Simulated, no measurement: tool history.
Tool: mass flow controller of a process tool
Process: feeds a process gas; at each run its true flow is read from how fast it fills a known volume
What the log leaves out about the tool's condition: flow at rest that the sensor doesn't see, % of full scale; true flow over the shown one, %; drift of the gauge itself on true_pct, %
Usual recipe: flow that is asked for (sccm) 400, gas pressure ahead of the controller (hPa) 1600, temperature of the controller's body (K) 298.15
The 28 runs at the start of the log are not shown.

| run | hour | flow that is asked for (sccm) | gas pressure ahead of the controller (hPa) | temperature of the controller's body (K) | hours of work since the controller was set to zero | hours of work since the controller was changed | true flow (%) |
|---|---|---|---|---|---|---|---|
|  | 1876.7 | gauge calibrated |
| 29 | 1942.6 | 309 | 2300 | 312.15 | 1767 | 1767 | 100.12 |
| 30 | 1999.2 | 115 | 2300 | 312.15 | 1793 | 1793 | 99.37 |
| 31 | 2088.8 | 115 | 2300 | 312.15 | 1833 | 1833 | 99.48 |
| 32 | 2173.9 | 115 | 2300 | 312.15 | 1871 | 1871 | 99.58 |
| 33 | 2261.3 | 427 | 1600 | 301.15 | 1910 | 1910 | 100.28 |
| 34 | 2350.4 | 427 | 1600 | 298.15 | 1951 | 1951 | 100.01 |
| 35 | 2425.4 | 65 | 1600 | 307.15 | 1984 | 1984 | 99.27 |
| 36 | 2469.9 | 78 | 1880 | 312.15 | 2004 | 2004 | 99.54 |
| 37 | 2557.4 | 73 | 1670 | 306.15 | 2044 | 2044 | 99.27 |
| 38 | 2646.7 | 73 | 1670 | 306.15 | 2084 | 2084 | 99.23 |
| 39 | 2710 | 138 | 1440 | 298.15 | 2113 | 2113 | 99 |
| 40 | 2768.6 | 138 | 1440 | 298.15 | 2139 | 2139 | 99.07 |
| 41 | 2837.9 | 138 | 1440 | 298.15 | 2170 | 2170 | 99.13 |
| 42 | 2934.3 | 221 | 1600 | 298.15 | 2214 | 2214 | 99.5 |
| 43 | 3003.3 | 50 | 1610 | 300.15 | 2245 | 2245 | 98.92 |
| 44 | 3087.5 | 50 | 1610 | 300.15 | 2282 | 2282 | 98.92 |
| 45 | 3153.7 | 50 | 1610 | 300.15 | 2312 | 2312 | 98.84 |
| 46 | 3224.3 | 450 | 2550 | 312.15 | 2344 | 2344 | 101.09 |
| 47 | 3289.8 | 450 | 2550 | 312.15 | 2374 | 2374 | 101.13 |

Predict each of these 4 candidate next runs independently; none follows another, all start after run 47:
| A | 3375.9 | 264 | 1740 | 303.15 | 2412 | 2412 | ? |
| B | 3375.9 | 58 | 2530 | 294.15 | 2412 | 2412 | ? |
| C | 3375.9 | 197 | 2550 | 312.15 | 2412 | 2412 | ? |
| D | 3375.9 | 450 | 1700 | 312.15 | 2412 | 2412 | ? |

| run | true flow (%) |
|---|---|
| A | 99.96 |
| B | 98.35 |
| C | 100.17 |
| D | 101.15 |
Without the tool's hidden state the same runs would have given:
| run | true flow (%) |
|---|---|
| A | 99.45 |
| B | 97.86 |
| C | 99.67 |
| D | 100.64 |

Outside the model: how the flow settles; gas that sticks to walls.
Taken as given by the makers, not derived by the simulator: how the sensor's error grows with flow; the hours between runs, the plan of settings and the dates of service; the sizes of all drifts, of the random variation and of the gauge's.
